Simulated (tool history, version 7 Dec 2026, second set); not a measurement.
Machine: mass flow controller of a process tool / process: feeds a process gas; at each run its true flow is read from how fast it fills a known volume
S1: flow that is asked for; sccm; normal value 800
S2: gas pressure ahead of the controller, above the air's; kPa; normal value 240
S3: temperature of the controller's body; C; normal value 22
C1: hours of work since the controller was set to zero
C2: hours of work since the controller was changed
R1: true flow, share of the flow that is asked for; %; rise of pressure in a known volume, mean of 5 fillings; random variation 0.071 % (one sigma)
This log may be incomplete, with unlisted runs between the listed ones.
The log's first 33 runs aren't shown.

run,day,S1,S2,S3,C1,C2,R1
34,453.054,725,259,25,1177,10651,96.86
35,465.304,725,259,25,1301,10775,96.84
36,485.104,628,200,39,1501,10975,97.46
37,504.321,235,268,28,1696,11169,96.69
38,515.6,235,268,28,1810,11283,96.83
39,527.221,800,240,23,1927,11401,96.67
40,538.038,866,201,21,2037,11510,96.2
41,555.942,866,201,21,2218,11691,96.32
42,570.404,866,201,21,2364,11837,96.02
43,586.529,866,201,21,2527,12000,95.98
44,599.862,400,173,21,2662,12135,95.34
45,612.338,388,240,29,2788,12261,96.56
46,627.179,194,158,22,2938,12411,95.86
47,644.7,800,147,22,3115,12589,95.61
48,665.604,800,280,39,3326,12800,98.11
49,685.621,800,280,39,3529,13002,98.05

What if the next run were any one of these 3? Each begins from the tool's condition after run 49:
A,698.421,800,214,39,3658,13132,?
B,698.421,800,233,32,3658,13132,?
C,698.421,286,216,22,3658,13132,?

run,R1
A,97.66
B,97.16
C,95.79
Had the tool no hidden state, the same runs would have come out as:
run,R1
A,101.08
B,100.59
C,98.25
